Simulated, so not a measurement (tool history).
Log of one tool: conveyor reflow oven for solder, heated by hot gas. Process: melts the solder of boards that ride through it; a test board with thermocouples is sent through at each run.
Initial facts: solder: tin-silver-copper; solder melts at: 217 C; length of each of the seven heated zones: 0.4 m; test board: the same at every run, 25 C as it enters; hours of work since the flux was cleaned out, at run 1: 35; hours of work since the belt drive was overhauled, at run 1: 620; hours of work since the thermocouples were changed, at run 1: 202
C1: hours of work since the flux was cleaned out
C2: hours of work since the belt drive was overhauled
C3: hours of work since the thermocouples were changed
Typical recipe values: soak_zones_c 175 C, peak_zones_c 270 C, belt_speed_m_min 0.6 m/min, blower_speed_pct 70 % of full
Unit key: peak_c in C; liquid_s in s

{"run": 1, "day": 0.0, "soak_zones_c": 175, "peak_zones_c": 270, "belt_speed_m_min": 0.6, "blower_speed_pct": 70, "C1": 35, "C2": 620, "C3": 202, "peak_c": 253.2, "liquid_s": 60.9}
{"run": 2, "day": 3.762, "soak_zones_c": 175, "peak_zones_c": 283, "belt_speed_m_min": 0.6, "blower_speed_pct": 70, "C1": 94, "C2": 680, "C3": 261, "peak_c": 265.5, "liquid_s": 67.7}
{"day": 6.412, "done": "belt drive overhauled, speed set with a stopwatch"}
{"run": 3, "day": 7.283, "soak_zones_c": 175, "peak_zones_c": 270, "belt_speed_m_min": 0.6, "blower_speed_pct": 57, "C1": 147, "C2": 14, "C3": 314, "peak_c": 249.6, "liquid_s": 56.7}
{"day": 8.933, "done": "flux residue cleaned out of gas plates and filters"}
{"run": 4, "day": 9.429, "soak_zones_c": 162, "peak_zones_c": 270, "belt_speed_m_min": 0.6, "blower_speed_pct": 70, "C1": 8, "C2": 44, "C3": 345, "peak_c": 251.2, "liquid_s": 54.4}
{"run": 5, "day": 11.55, "soak_zones_c": 162, "peak_zones_c": 270, "belt_speed_m_min": 0.6, "blower_speed_pct": 70, "C1": 41, "C2": 78, "C3": 378, "peak_c": 251.5, "liquid_s": 54.4}
{"run": 6, "day": 13.725, "soak_zones_c": 162, "peak_zones_c": 270, "belt_speed_m_min": 0.6, "blower_speed_pct": 70, "C1": 76, "C2": 112, "C3": 413, "peak_c": 250.8, "liquid_s": 54.4}
{"run": 7, "day": 17.396, "soak_zones_c": 162, "peak_zones_c": 270, "belt_speed_m_min": 0.6, "blower_speed_pct": 64, "C1": 134, "C2": 170, "C3": 471, "peak_c": 249.7, "liquid_s": 52.5}
{"day": 19.842, "done": "flux residue cleaned out of gas plates and filters"}
{"run": 8, "day": 19.992, "soak_zones_c": 162, "peak_zones_c": 270, "belt_speed_m_min": 0.6, "blower_speed_pct": 70, "C1": 2, "C2": 208, "C3": 508, "peak_c": 251.6, "liquid_s": 54.7}
{"run": 9, "day": 23.854, "soak_zones_c": 175, "peak_zones_c": 270, "belt_speed_m_min": 0.6, "blower_speed_pct": 54, "C1": 63, "C2": 269, "C3": 569, "peak_c": 250.3, "liquid_s": 56.6}
{"run": 10, "day": 26.025, "soak_zones_c": 175, "peak_zones_c": 270, "belt_speed_m_min": 0.6, "blower_speed_pct": 54, "C1": 98, "C2": 303, "C3": 604, "peak_c": 250.4, "liquid_s": 57}
{"run": 11, "day": 29.712, "soak_zones_c": 175, "peak_zones_c": 270, "belt_speed_m_min": 0.6, "blower_speed_pct": 54, "C1": 156, "C2": 361, "C3": 662, "peak_c": 249.9, "liquid_s": 56.6}
{"day": 30.292, "done": "thermocouples of zones 6 and 7 changed"}
{"day": 31.004, "done": "flux residue cleaned out of gas plates and filters"}
{"run": 12, "day": 32.504, "soak_zones_c": 175, "peak_zones_c": 270, "belt_speed_m_min": 0.6, "blower_speed_pct": 54, "C1": 24, "C2": 401, "C3": 32, "peak_c": 249.1, "liquid_s": 56.6}
{"run": 13, "day": 35.25, "soak_zones_c": 175, "peak_zones_c": 270, "belt_speed_m_min": 0.532, "blower_speed_pct": 70, "C1": 67, "C2": 444, "C3": 75, "peak_c": 256.4, "liquid_s": 72.2}
{"run": 14, "day": 37.012, "soak_zones_c": 163, "peak_zones_c": 270, "belt_speed_m_min": 0.6, "blower_speed_pct": 70, "C1": 95, "C2": 472, "C3": 103, "peak_c": 251.6, "liquid_s": 54.4}
{"run": 15, "day": 40.004, "soak_zones_c": 175, "peak_zones_c": 270, "belt_speed_m_min": 0.6, "blower_speed_pct": 70, "C1": 142, "C2": 519, "C3": 150, "peak_c": 252.4, "liquid_s": 60.6}
{"day": 41.896, "done": "flux residue cleaned out of gas plates and filters"}
{"run": 16, "day": 42.125, "soak_zones_c": 166, "peak_zones_c": 274, "belt_speed_m_min": 0.672, "blower_speed_pct": 65, "C1": 4, "C2": 550, "C3": 180, "peak_c": 249.2, "liquid_s": 48.4}
{"run": 17, "day": 44.046, "soak_zones_c": 175, "peak_zones_c": 275, "belt_speed_m_min": 0.6, "blower_speed_pct": 70, "C1": 34, "C2": 580, "C3": 211, "peak_c": 258.2, "liquid_s": 64.4}
{"run": 18, "day": 47.521, "soak_zones_c": 175, "peak_zones_c": 270, "belt_speed_m_min": 0.6, "blower_speed_pct": 59, "C1": 89, "C2": 635, "C3": 265, "peak_c": 251.1, "liquid_s": 58}
{"run": 19, "day": 50.067, "soak_zones_c": 175, "peak_zones_c": 270, "belt_speed_m_min": 0.6, "blower_speed_pct": 59, "C1": 129, "C2": 675, "C3": 306, "peak_c": 251.3, "liquid_s": 58.9}
{"day": 52.904, "done": "flux residue cleaned out of gas plates and filters"}
{"day": 53.071, "done": "belt drive overhauled, speed set with a stopwatch"}
{"run": 20, "day": 53.917, "soak_zones_c": 175, "peak_zones_c": 270, "belt_speed_m_min": 0.6, "blower_speed_pct": 59, "C1": 13, "C2": 13, "C3": 361, "peak_c": 252.1, "liquid_s": 58.4}
{"run": 21, "day": 56.304, "soak_zones_c": 175, "peak_zones_c": 270, "belt_speed_m_min": 0.6, "blower_speed_pct": 59, "C1": 51, "C2": 51, "C3": 398, "peak_c": 251.4, "liquid_s": 58.1}
{"run": 22, "day": 58.633, "soak_zones_c": 175, "peak_zones_c": 270, "belt_speed_m_min": 0.6, "blower_speed_pct": 59, "C1": 88, "C2": 88, "C3": 435, "peak_c": 251.3, "liquid_s": 58.1}
{"run": 23, "day": 60.475, "soak_zones_c": 175, "peak_zones_c": 270, "belt_speed_m_min": 0.6, "blower_speed_pct": 59, "C1": 117, "C2": 117, "C3": 464, "peak_c": 251.5, "liquid_s": 58}
{"day": 63.896, "done": "flux residue cleaned out of gas plates and filters"}
{"run": 24, "day": 64.488, "soak_zones_c": 175, "peak_zones_c": 259, "belt_speed_m_min": 0.6, "blower_speed_pct": 70, "C1": 9, "C2": 177, "C3": 524, "peak_c": 244.8, "liquid_s": 54.2}
{"run": 25, "day": 66.421, "soak_zones_c": 175, "peak_zones_c": 259, "belt_speed_m_min": 0.6, "blower_speed_pct": 70, "C1": 40, "C2": 208, "C3": 555, "peak_c": 245.6, "liquid_s": 54.4}
{"run": 26, "day": 68.971, "soak_zones_c": 175, "peak_zones_c": 259, "belt_speed_m_min": 0.6, "blower_speed_pct": 70, "C1": 80, "C2": 248, "C3": 595, "peak_c": 244.7, "liquid_s": 53.5}
{"run": 27, "day": 72.2, "soak_zones_c": 186, "peak_zones_c": 265, "belt_speed_m_min": 0.514, "blower_speed_pct": 83, "C1": 131, "C2": 299, "C3": 646, "peak_c": 257.9, "liquid_s": 81.7}
{"day": 73.604, "done": "thermocouples of zones 6 and 7 changed"}
{"day": 75.071, "done": "flux residue cleaned out of gas plates and filters"}
{"run": 28, "day": 76.412, "soak_zones_c": 175, "peak_zones_c": 270, "belt_speed_m_min": 0.628, "blower_speed_pct": 70, "C1": 21, "C2": 361, "C3": 41, "peak_c": 251.1, "liquid_s": 55.7}
{"run": 29, "day": 79.129, "soak_zones_c": 173, "peak_zones_c": 274, "belt_speed_m_min": 0.6, "blower_speed_pct": 70, "C1": 64, "C2": 404, "C3": 84, "peak_c": 255.9, "liquid_s": 62.1}

Take each entry between the runs: how does the hidden state at the last listed run before it differ from the hidden state at the first listed run after it?
Run 2 -> run 3: belt drive overhauled, speed set with a stopwatch (day 6.412)
  heat that the gas passes to the board, % of a clean oven's: 97.5 -> 96.5; belt's true speed, % of the reading: 99.05 -> 100.11; true gas temperature in zones 6 and 7 over the reading, C: 0.92 -> 1.1
  the result without the hidden state subtracted from the measured one, peak_c: +0.5 -> +0 C; liquid_s: +0.9 -> -0.3 s
Run 3 -> run 4: flux residue cleaned out of gas plates and filters (day 8.933)
  heat that the gas passes to the board, % of a clean oven's: 96.5 -> 99.3; belt's true speed, % of the reading: 100.11 -> 100.06; true gas temperature in zones 6 and 7 over the reading, C: 1.1 -> 1.19
  the result without the hidden state subtracted from the measured one, peak_c: +0 -> +0.8 C; liquid_s: -0.3 -> +0.5 s
Run 7 -> run 8: flux residue cleaned out of gas plates and filters (day 19.842)
  heat that the gas passes to the board, % of a clean oven's: 97 -> 99; belt's true speed, % of the reading: 99.86 -> 99.81; true gas temperature in zones 6 and 7 over the reading, C: 1.58 -> 1.68
  the result without the hidden state subtracted from the measured one, peak_c: +0.5 -> +1.2 C; liquid_s: +0.3 -> +1 s
Run 11 -> run 12: thermocouples of zones 6 and 7 changed (day 30.292); flux residue cleaned out of gas plates and filters (day 31.004)
  heat that the gas passes to the board, % of a clean oven's: 96.3 -> 98.7; belt's true speed, % of the reading: 99.59 -> 99.52; true gas temperature in zones 6 and 7 over the reading, C: 2.17 -> 0.23
  the result without the hidden state subtracted from the measured one, peak_c: +1 -> +0.1 C; liquid_s: +0.9 -> +0.3 s
Run 15 -> run 16: flux residue cleaned out of gas plates and filters (day 41.896)
  heat that the gas passes to the board, % of a clean oven's: 96.7 -> 99.5; belt's true speed, % of the reading: 99.34 -> 99.3; true gas temperature in zones 6 and 7 over the reading, C: 0.6 -> 0.7
  the result without the hidden state subtracted from the measured one, peak_c: -0.1 -> +0.7 C; liquid_s: +0.1 -> +0.9 s
Run 19 -> run 20: flux residue cleaned out of gas plates and filters (day 52.904); belt drive overhauled, speed set with a stopwatch (day 53.071)
  heat that the gas passes to the board, % of a clean oven's: 97.2 -> 99.3; belt's true speed, % of the reading: 99.11 -> 99.89; true gas temperature in zones 6 and 7 over the reading, C: 1.09 -> 1.27
  the result without the hidden state subtracted from the measured one, peak_c: +0.5 -> +1 C; liquid_s: +0.9 -> +0.8 s
Run 23 -> run 24: flux residue cleaned out of gas plates and filters (day 63.896)
  heat that the gas passes to the board, % of a clean oven's: 97.5 -> 99.5; belt's true speed, % of the reading: 99.73 -> 99.64; true gas temperature in zones 6 and 7 over the reading, C: 1.61 -> 1.82
  the result without the hidden state subtracted from the measured one, peak_c: +0.8 -> +1.5 C; liquid_s: +0.7 -> +1.6 s
Run 27 -> run 28: thermocouples of zones 6 and 7 changed (day 73.604); flux residue cleaned out of gas plates and filters (day 75.071)
  heat that the gas passes to the board, % of a clean oven's: 97.4 -> 99; belt's true speed, % of the reading: 99.46 -> 99.37; true gas temperature in zones 6 and 7 over the reading, C: 2.22 -> 0.09
  the result without the hidden state subtracted from the measured one, peak_c: +1.7 -> +0.1 C; liquid_s: +1.3 -> +0.3 s

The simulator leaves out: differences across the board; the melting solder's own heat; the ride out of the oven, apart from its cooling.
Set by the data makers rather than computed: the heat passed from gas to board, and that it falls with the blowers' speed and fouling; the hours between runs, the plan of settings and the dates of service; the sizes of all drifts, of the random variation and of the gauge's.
